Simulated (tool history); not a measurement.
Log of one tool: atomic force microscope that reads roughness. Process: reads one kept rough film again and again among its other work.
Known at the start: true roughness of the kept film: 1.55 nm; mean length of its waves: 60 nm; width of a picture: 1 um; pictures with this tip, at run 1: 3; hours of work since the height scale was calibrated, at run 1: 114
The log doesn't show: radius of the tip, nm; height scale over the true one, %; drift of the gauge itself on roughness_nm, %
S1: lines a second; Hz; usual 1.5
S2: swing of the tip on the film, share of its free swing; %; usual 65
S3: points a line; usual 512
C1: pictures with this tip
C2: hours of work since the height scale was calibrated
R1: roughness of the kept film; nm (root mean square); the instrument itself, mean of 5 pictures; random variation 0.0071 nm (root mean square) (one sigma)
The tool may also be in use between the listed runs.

{"run": 1, "hour": 0.0, "S1": 1.5, "S2": 65, "S3": 512, "C1": 3, "C2": 114, "R1": 1.443}
{"run": 2, "hour": 5.1, "S1": 1.5, "S2": 65, "S3": 512, "C1": 9, "C2": 117, "R1": 1.455}
{"run": 3, "hour": 10.9, "S1": 1.5, "S2": 65, "S3": 512, "C1": 16, "C2": 121, "R1": 1.439}
{"run": 4, "hour": 18.6, "S1": 0.97, "S2": 65, "S3": 512, "C1": 26, "C2": 127, "R1": 1.461}
{"run": 5, "hour": 23.1, "S1": 0.97, "S2": 65, "S3": 512, "C1": 31, "C2": 130, "R1": 1.452}
{"run": 6, "hour": 28.9, "S1": 0.97, "S2": 65, "S3": 512, "C1": 39, "C2": 134, "R1": 1.444}
{"run": 7, "hour": 34.3, "S1": 0.97, "S2": 66, "S3": 713, "C1": 45, "C2": 137, "R1": 1.432}
{"run": 8, "hour": 41.9, "S1": 2.34, "S2": 69, "S3": 454, "C1": 54, "C2": 143, "R1": 1.332}
{"run": 9, "hour": 47.7, "S1": 0.76, "S2": 78, "S3": 358, "C1": 62, "C2": 147, "R1": 1.4}
{"run": 10, "hour": 54.8, "S1": 0.91, "S2": 77, "S3": 358, "C1": 70, "C2": 151, "R1": 1.379}
{"hour": 60.3, "done": "new tip fitted"}
{"run": 11, "hour": 63.3, "S1": 1.01, "S2": 86, "S3": 411, "C1": 4, "C2": 157, "R1": 1.386}
{"run": 12, "hour": 71.6, "S1": 1.01, "S2": 86, "S3": 411, "C1": 14, "C2": 163, "R1": 1.365}

3 ways to go on from here, each from the tool as it stands after run 12. What would each give?
{"run": "A", "hour": 79.4, "S1": 1.5, "S2": 61, "S3": 512, "C1": 24, "C2": 168, "R1": "?"}
{"run": "B", "hour": 79.4, "S1": 0.66, "S2": 86, "S3": 654, "C1": 24, "C2": 168, "R1": "?"}
{"run": "C", "hour": 79.4, "S1": 0.85, "S2": 82, "S3": 510, "C1": 24, "C2": 168, "R1": "?"}

run=A R1=1.453
run=B R1=1.41
run=C R1=1.406
Without the tool's hidden state the same runs would have given:
run=A R1=1.476
run=B R1=1.433
run=C R1=1.428
